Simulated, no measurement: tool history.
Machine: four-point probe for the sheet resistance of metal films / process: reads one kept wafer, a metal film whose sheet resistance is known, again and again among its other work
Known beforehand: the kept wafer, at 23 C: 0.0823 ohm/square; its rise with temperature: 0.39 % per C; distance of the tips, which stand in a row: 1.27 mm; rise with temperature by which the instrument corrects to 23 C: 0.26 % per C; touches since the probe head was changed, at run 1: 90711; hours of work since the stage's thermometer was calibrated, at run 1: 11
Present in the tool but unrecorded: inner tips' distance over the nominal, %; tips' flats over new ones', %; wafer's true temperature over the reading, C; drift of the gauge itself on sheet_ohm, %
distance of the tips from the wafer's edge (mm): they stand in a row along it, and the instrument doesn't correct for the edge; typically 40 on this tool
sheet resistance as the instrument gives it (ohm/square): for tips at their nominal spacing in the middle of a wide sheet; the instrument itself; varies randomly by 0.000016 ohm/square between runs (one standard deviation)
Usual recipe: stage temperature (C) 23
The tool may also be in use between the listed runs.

run,hour,stage temperature (C),distance of the tips from the wafer's edge (mm),touches since the probe head was changed,hours of work since the stage's thermometer was calibrated,sheet resistance as the instrument gives it (ohm/square)
1,0,23,40,90711,11,0.083872
2,21,23,40,91705,24,0.083901
3,33.9,23,40,92317,31,0.083898
4,58.8,23,40,93495,46,0.08391
5,73.8,23,55,94205,55,0.083891
6,93.1,23,55,95116,66,0.083894
7,115.6,23,40,96181,79,0.083953
8,134.3,23,40,97067,90,0.083951
9,144.5,23,40,97552,96,0.083958
10,165,23,40,98523,108,0.083988
11,180.7,23,40,99264,117,0.08394
12,206.1,23,40,100464,132,0.083979
13,216.8,23,5,100974,138,0.086784
14,232.5,25,40,101716,147,0.084208
15,257.4,25,40,102893,162,0.084238
# hour 277.7: new probe head fitted
16,280.6,23,40,138,175,0.082094
17,294.1,23,40,777,183,0.08206
18,313.7,21,40,1707,194,0.081862
19,327.2,23,40,2346,202,0.082084
20,343,23,40,3094,211,0.082103
21,360.2,23,5,3904,221,0.084824
22,370.4,23,5,4388,227,0.084801
23,384.2,31,10,5042,235,0.083585
24,407.1,31,10,6125,249,0.083602
25,421.1,21,15,6790,257,0.082196
26,437.9,23,19,7582,267,0.0823
27,461,23,19,8676,280,0.082262
28,476.9,22,30,9428,290,0.082074
29,500.9,25,6,10565,304,0.084287
30,519.4,25,6,11440,314,0.084253
31,543,25,4,12557,328,0.086541
32,555.5,25,4,13152,336,0.086547
33,576.9,34,66,14165,348,0.083279
34,594,19,64,14970,358,0.081775
35,616.4,19,64,16035,371,0.081776
36,634.6,19,64,16892,382,0.081745
37,649,22,8,17577,390,0.083164
38,660.9,34,28,18139,397,0.083324
39,680.6,23,56,19072,409,0.082224
40,695.7,23,56,19784,417,0.082231
41,709,34,4,20416,425,0.087565
42,728,34,4,21315,436,0.087585
43,746.1,34,4,22170,447,0.087607
44,763.9,34,4,23014,457,0.0876

Here are 4 independent what-if runs from the current tool condition. What would each one return?
A,783.9,28,56,23962,469,?
B,783.9,34,5,23962,469,?
C,783.9,22,15,23962,469,?
D,783.9,34,7,23962,469,?

run,sheet resistance as the instrument gives it (ohm/square)
A,0.082765
B,0.086149
C,0.082469
D,0.084786
What these runs would have given with no unlogged condition in the tool:
run,sheet resistance as the instrument gives it (ohm/square)
A,0.082828
B,0.086213
C,0.082533
D,0.084849

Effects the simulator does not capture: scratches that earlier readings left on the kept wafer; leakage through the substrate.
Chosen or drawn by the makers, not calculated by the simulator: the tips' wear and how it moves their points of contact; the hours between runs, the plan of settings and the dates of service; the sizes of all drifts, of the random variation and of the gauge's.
